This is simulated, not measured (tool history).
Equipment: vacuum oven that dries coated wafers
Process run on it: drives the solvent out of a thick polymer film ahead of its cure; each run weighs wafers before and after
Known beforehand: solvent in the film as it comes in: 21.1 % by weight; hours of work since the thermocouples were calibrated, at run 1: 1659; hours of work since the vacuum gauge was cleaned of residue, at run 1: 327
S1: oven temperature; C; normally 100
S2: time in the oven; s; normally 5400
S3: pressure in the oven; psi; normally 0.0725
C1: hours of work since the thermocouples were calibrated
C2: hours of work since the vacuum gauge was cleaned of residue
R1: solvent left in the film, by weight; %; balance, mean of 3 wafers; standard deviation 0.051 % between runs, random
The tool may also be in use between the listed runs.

Run 1, hour 0.0: usual settings; C1 1659; C2 327. Result: R1 1.37 %.
Run 2, hour 16.4: usual settings; C1 1667; C2 336. Result: R1 1.33 %.
Run 3, hour 47.2: usual settings; C1 1683; C2 352. Result: R1 1.37 %.
Run 4, hour 69.6: usual settings; C1 1695; C2 363. Result: R1 1.37 %.
Run 5, hour 90.5: usual settings but S3 0.1411 psi; C1 1706; C2 374. Result: R1 1.75 %.
Run 6, hour 114.7: usual settings; C1 1718; C2 387. Result: R1 1.32 %.
Run 7, hour 141.3: usual settings; C1 1732; C2 401. Result: R1 1.41 %.
Run 8, hour 171.1: usual settings; C1 1748; C2 416. Result: R1 1.35 %.
Run 9, hour 192.6: usual settings; C1 1759; C2 427. Result: R1 1.37 %.
Run 10, hour 217.8: usual settings; C1 1772; C2 440. Result: R1 1.52 %.
At hour 239.7: oven's thermocouples calibrated.
Run 11, hour 242.9: usual settings but S2 5580 s; C1 2; C2 452. Result: R1 1.05 %.
Run 12, hour 260.4: usual settings but S2 5580 s; C1 11; C2 461. Result: R1 1.08 %.
Run 13, hour 291.8: usual settings but S1 114 C; C1 27; C2 478. Result: R1 0.32 %.
Run 14, hour 317.6: usual settings but S1 114 C; C1 40; C2 491. Result: R1 0.26 %.
Run 15, hour 336.5: usual settings but S1 114 C; C1 50; C2 501. Result: R1 0.26 %.
Run 16, hour 360.3: usual settings but S1 114 C; C1 63; C2 513. Result: R1 0.29 %.
Run 17, hour 387.8: usual settings but S1 98 C, S2 6960 s, S3 0.2516 psi; C1 77; C2 527. Result: R1 1.91 %.
Run 18, hour 412.5: usual settings but S2 8820 s, S3 0.0480 psi; C1 90; C2 540. Result: R1 0.51 %.
Run 19, hour 442.2: usual settings but S2 8820 s, S3 0.0480 psi; C1 105; C2 556. Result: R1 0.49 %.
Run 20, hour 458.6: usual settings but S2 8820 s, S3 0.0480 psi; C1 114; C2 564. Result: R1 0.54 %.
Run 21, hour 490.0: usual settings but S1 104 C, S2 3540 s; C1 130; C2 580. Result: R1 1.62 %.
Run 22, hour 511.5: usual settings but S1 94 C, S2 9360 s, S3 0.0531 psi; C1 141; C2 592. Result: R1 1.01 %.
Run 23, hour 537.7: usual settings but S1 93 C; C1 155; C2 605. Result: R1 3.03 %.
Run 24, hour 552.2: usual settings but S1 108 C, S2 4320 s; C1 162; C2 613. Result: R1 0.65 %.
Run 25, hour 572.0: usual settings but S1 99 C, S2 2880 s, S3 0.0413 psi; C1 172; C2 623. Result: R1 3.78 %.
Run 26, hour 589.1: usual settings but S1 86 C, S2 4260 s, S3 0.0693 psi; C1 181; C2 632. Result: R1 7.13 %.
Run 27, hour 603.5: usual settings but S1 112 C, S2 4800 s, S3 0.0493 psi; C1 189; C2 639. Result: R1 0.29 %.
Run 28, hour 628.0: usual settings but S1 110 C, S2 9000 s, S3 0.1249 psi; C1 201; C2 652. Result: R1 0.50 %.
Run 29, hour 657.6: usual settings but S2 3060 s; C1 217; C2 667. Result: R1 3.33 %.
Run 30, hour 671.8: usual settings but S2 3120 s, S3 0.1439 psi; C1 224; C2 675. Result: R1 3.59 %.
Run 31, hour 694.9: usual settings but S3 0.0384 psi; C1 236; C2 687. Result: R1 1.15 %.

Consider 5 possible next runs. They are alternatives, not a sequence: every one starts from the tool as it was left by run 31. What does each give?
Run A, hour 717.1: usual settings but S1 93 C, S3 0.0393 psi; C1 248; C2 698. Result: R1 ?.
Run B, hour 717.1: usual settings but S1 94 C, S2 7020 s; C1 248; C2 698. Result: R1 ?.
Run C, hour 717.1: usual settings but S2 4080 s, S3 0.1143 psi; C1 248; C2 698. Result: R1 ?.
Run D, hour 717.1: usual settings but S1 110 C; C1 248; C2 698. Result: R1 ?.
Run E, hour 717.1: usual settings but S2 3600 s, S3 0.0384 psi; C1 248; C2 698. Result: R1 ?.

run    R1
  A  2.88
  B  1.82
  C  2.37
  D  0.52
  E  2.36
With the hidden condition removed and each run's random variation left untouched, the same runs would have given:
run    R1
  A  2.50
  B  1.48
  C  2.07
  D  0.37
  E  2.06

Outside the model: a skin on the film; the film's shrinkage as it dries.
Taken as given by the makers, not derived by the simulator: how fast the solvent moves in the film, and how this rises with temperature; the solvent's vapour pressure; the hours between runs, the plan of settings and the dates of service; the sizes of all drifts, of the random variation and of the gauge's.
